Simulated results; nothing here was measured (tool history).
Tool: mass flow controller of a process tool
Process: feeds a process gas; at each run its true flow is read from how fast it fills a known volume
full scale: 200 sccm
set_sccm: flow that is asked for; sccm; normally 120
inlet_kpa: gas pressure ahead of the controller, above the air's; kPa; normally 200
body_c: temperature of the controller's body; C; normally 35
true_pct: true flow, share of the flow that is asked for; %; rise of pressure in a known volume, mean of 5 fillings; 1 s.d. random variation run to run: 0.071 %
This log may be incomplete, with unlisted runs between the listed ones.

Run 1, hour 0: usual settings. Result: true_pct 97.48 %.
Run 2, hour 120.6: usual settings. Result: true_pct 97.42 %.
Run 3, hour 241.2: usual settings. Result: true_pct 97.36 %.
Run 4, hour 336.9: usual settings but body_c 25 C. Result: true_pct 96.94 %.
Run 5, hour 404.8: usual settings. Result: true_pct 97.21 %.
Run 6, hour 480.4: usual settings but inlet_kpa 275 kPa. Result: true_pct 97.11 %.
Run 7, hour 614.7: usual settings but inlet_kpa 275 kPa. Result: true_pct 97.23 %.
Run 8, hour 702.7: usual settings but inlet_kpa 275 kPa, body_c 23 C. Result: true_pct 96.67 %.
Run 9, hour 802.2: usual settings but inlet_kpa 275 kPa, body_c 23 C. Result: true_pct 96.55 %.
Run 10, hour 894: usual settings but set_sccm 21 sccm. Result: true_pct 94.73 %.

4 options for the next run, each taken on its own from the tool as it stands now. Forecast them:
Run A, hour 991.1: usual settings but set_sccm 44 sccm, inlet_kpa 167 kPa, body_c 39 C. Result: true_pct ?.
Run B, hour 991.1: usual settings but set_sccm 27 sccm, body_c 32 C. Result: true_pct ?.
Run C, hour 991.1: usual settings but set_sccm 97 sccm, inlet_kpa 213 kPa, body_c 31 C. Result: true_pct ?.
Run D, hour 991.1: usual settings but set_sccm 93 sccm, body_c 20 C. Result: true_pct ?.

run  true_pct
  A     95.95
  B     95.13
  C      96.7
  D     96.29
Take away the tool's hidden state, keep each run's random variation, and the runs would have read:
run  true_pct
  A     98.71
  B     98.33
  C     99.08
  D     98.68
